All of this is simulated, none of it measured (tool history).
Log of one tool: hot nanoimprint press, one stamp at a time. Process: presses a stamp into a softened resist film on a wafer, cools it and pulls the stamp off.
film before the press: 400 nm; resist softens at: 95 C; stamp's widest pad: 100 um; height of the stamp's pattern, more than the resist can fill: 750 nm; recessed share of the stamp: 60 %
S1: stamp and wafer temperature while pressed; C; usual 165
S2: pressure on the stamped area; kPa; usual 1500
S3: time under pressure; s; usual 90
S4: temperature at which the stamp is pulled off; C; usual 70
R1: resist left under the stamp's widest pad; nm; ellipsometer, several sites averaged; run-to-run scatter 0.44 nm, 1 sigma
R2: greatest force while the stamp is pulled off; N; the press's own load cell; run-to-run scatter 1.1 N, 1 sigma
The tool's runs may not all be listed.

{"run": 1, "hour": 0.0, "S1": 165, "S2": 1500, "S3": 90, "S4": 70, "R1": 147.5, "R2": 213}
{"run": 2, "hour": 41.1, "S1": 165, "S2": 1500, "S3": 62, "S4": 70, "R1": 171.2, "R2": 214}
{"run": 3, "hour": 77.5, "S1": 165, "S2": 1500, "S3": 62, "S4": 70, "R1": 170.9, "R2": 213}
{"hour": 117.1, "done": "stamp cleaned and given a new release coat"}
{"run": 4, "hour": 129.6, "S1": 165, "S2": 1500, "S3": 62, "S4": 70, "R1": 171.1, "R2": 211}
{"run": 5, "hour": 179.0, "S1": 165, "S2": 1500, "S3": 90, "S4": 70, "R1": 148.2, "R2": 212}
{"run": 6, "hour": 220.4, "S1": 165, "S2": 1500, "S3": 174, "S4": 70, "R1": 112.1, "R2": 214}
{"hour": 236.9, "done": "stamp cleaned and given a new release coat"}
{"hour": 273.2, "done": "plate thermocouple calibrated"}
{"run": 7, "hour": 285.6, "S1": 165, "S2": 1500, "S3": 174, "S4": 70, "R1": 111.9, "R2": 212}
{"run": 8, "hour": 330.3, "S1": 165, "S2": 1500, "S3": 174, "S4": 70, "R1": 111.7, "R2": 215}
{"hour": 361.6, "done": "stamp cleaned and given a new release coat"}
{"run": 9, "hour": 387.2, "S1": 165, "S2": 1500, "S3": 174, "S4": 70, "R1": 111.3, "R2": 213}
{"run": 10, "hour": 425.2, "S1": 165, "S2": 1500, "S3": 174, "S4": 70, "R1": 112.5, "R2": 212}
{"hour": 480.6, "done": "stamp cleaned and given a new release coat"}
{"run": 11, "hour": 480.8, "S1": 165, "S2": 1500, "S3": 174, "S4": 70, "R1": 111.4, "R2": 210}
{"run": 12, "hour": 520.2, "S1": 165, "S2": 1500, "S3": 174, "S4": 70, "R1": 112.6, "R2": 212}
{"run": 13, "hour": 569.8, "S1": 165, "S2": 1500, "S3": 174, "S4": 70, "R1": 111.7, "R2": 212}
{"hour": 603.4, "done": "stamp cleaned and given a new release coat"}
{"run": 14, "hour": 628.0, "S1": 165, "S2": 1180, "S3": 90, "S4": 70, "R1": 165.8, "R2": 213}
{"run": 15, "hour": 673.1, "S1": 165, "S2": 1180, "S3": 90, "S4": 70, "R1": 165.8, "R2": 211}
{"hour": 724.4, "done": "stamp cleaned and given a new release coat"}
{"run": 16, "hour": 728.5, "S1": 160, "S2": 1850, "S3": 104, "S4": 70, "R1": 153.5, "R2": 216}
{"run": 17, "hour": 788.6, "S1": 156, "S2": 1080, "S3": 90, "S4": 70, "R1": 234.7, "R2": 209}
{"hour": 843.7, "done": "stamp cleaned and given a new release coat"}
{"run": 18, "hour": 844.3, "S1": 176, "S2": 1160, "S3": 122, "S4": 70, "R1": 98.6, "R2": 214}
{"run": 19, "hour": 891.0, "S1": 165, "S2": 1050, "S3": 85, "S4": 70, "R1": 177.5, "R2": 211}
{"run": 20, "hour": 933.6, "S1": 162, "S2": 1500, "S3": 90, "S4": 71, "R1": 166, "R2": 210}
{"hour": 962.5, "done": "stamp cleaned and given a new release coat"}
{"run": 21, "hour": 979.0, "S1": 162, "S2": 1500, "S3": 76, "S4": 66, "R1": 175.7, "R2": 222}
{"run": 22, "hour": 1011.2, "S1": 171, "S2": 1270, "S3": 51, "S4": 76, "R1": 162.8, "R2": 197}
{"run": 23, "hour": 1041.8, "S1": 171, "S2": 1270, "S3": 51, "S4": 76, "R1": 162, "R2": 197}

Expected results for the next run?
{"hour": 1050.9, "done": "plate thermocouple calibrated"}
{"hour": 1085.7, "done": "stamp cleaned and given a new release coat"}
{"run": 24, "hour": 1109.0, "S1": 169, "S2": 1220, "S3": 51, "S4": 76, "R1": "?", "R2": "?"}

For run 24 the tool returned R1 176.4 nm, R2 196 N.
Minus the tool's unlogged condition, the same run would have read R1 176.4 nm, R2 196 N.
